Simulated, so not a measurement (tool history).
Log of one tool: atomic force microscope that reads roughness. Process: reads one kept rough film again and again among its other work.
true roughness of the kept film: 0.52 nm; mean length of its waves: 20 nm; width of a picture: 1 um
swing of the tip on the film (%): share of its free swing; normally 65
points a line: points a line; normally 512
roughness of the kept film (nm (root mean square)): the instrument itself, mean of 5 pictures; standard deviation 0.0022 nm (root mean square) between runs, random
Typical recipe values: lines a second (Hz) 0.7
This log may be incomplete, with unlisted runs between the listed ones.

run     day  lines a second (Hz)  swing of the tip on the film (%)  points a line  roughness of the kept film (nm (root mean square))
  1       0                  0.7                                65            512                                               0.469
  2   0.596                  0.7                                56            512                                               0.477
  3   1.846                0.968                                65            512                                               0.458
  4   2.458                0.968                                65            512                                               0.454
      2.979  -- new tip fitted
  5   3.183                0.968                                65            512                                               0.475
  6     4.5                0.968                                65            512                                               0.472
  7   5.225                  0.7                                65            512                                               0.475
  8   6.504                  0.7                                82            512                                                0.45
  9    7.25                  0.7                                82            512                                               0.449
 10   7.896                  0.7                                82            512                                                0.45
 11   8.888                  0.7                                82            512                                               0.446
 12   9.575                  0.7                                82            557                                               0.441
     10.104  -- new tip fitted
 13  10.225                0.655                                65            512                                               0.485
 14  11.483                  0.7                                65            512                                               0.478
 15  12.308                  0.7                                65            512                                               0.477
 16  13.558                0.883                                65            512                                               0.464
 17  14.742                0.883                                65            512                                               0.463
 18   15.85                0.883                                65            512                                               0.459
 19  16.521                1.005                                65            512                                               0.459
     17.162  -- new tip fitted
 20  17.592                1.005                                65            512                                               0.473
 21  18.904                3.478                                65            512                                               0.424
 22  19.854                  0.7                                65            512                                               0.474
 23  20.967                1.133                                65            512                                               0.465
 24  21.658                0.646                                65            999                                               0.468
 25  22.575                0.646                                77            790                                               0.453
     22.683  -- height scale calibrated on a step standard
 26  23.321                1.778                                70            282                                                0.42
 27  23.929                2.633                                77            540                                               0.384
     24.321  -- new tip fitted
 28  25.329                  0.7                                84            991                                               0.454
     26.071  -- height scale calibrated on a step standard, once more
 29  26.604                1.171                                67            309                                               0.455
 30  27.988                1.171                                67            309                                               0.454
 31  29.229                1.171                                67            309                                                0.45
 32  30.192                1.171                                67            309                                               0.453
 33  30.838                1.249                                63            518                                               0.458
     31.454  -- new tip fitted
 34  31.971                2.315                                60            579                                               0.463
 35  33.021                2.315                                60            579                                               0.466
 36  33.829                1.108                                58            375                                               0.472
 37  34.912                  0.7                                67            677                                               0.475
 38   35.95                  0.7                                67            677                                               0.473
 39  36.796                  0.7                                67            677                                               0.471
 40  37.808                1.302                                63            512                                               0.453
 41  38.471                2.296                                59            304                                               0.438
     38.617  -- new tip fitted
 42  39.138                0.502                                65            512                                               0.485
 43  40.225                0.502                                65            512                                               0.484
 44  41.029                0.582                                89            417                                               0.448
 45  42.067                2.491                                67            290                                               0.424
 46  43.038                1.736                                65            512                                               0.451

4 ways to go on from here, each from the tool as it stands after run 46. What would each give?
  A  43.812                 0.98                                65            512                                                   ?
  B  43.812                1.736                                89            271                                                   ?
  C  43.812                2.163                                86            472                                                   ?
  D  43.812                0.622                                85            279                                                   ?

run  roughness of the kept film (nm (root mean square))
  A                                               0.459
  B                                               0.365
  C                                               0.368
  D                                               0.436
Without the tool's unlogged condition, the same runs would have read:
run  roughness of the kept film (nm (root mean square))
  A                                               0.476
  B                                               0.379
  C                                               0.382
  D                                               0.452

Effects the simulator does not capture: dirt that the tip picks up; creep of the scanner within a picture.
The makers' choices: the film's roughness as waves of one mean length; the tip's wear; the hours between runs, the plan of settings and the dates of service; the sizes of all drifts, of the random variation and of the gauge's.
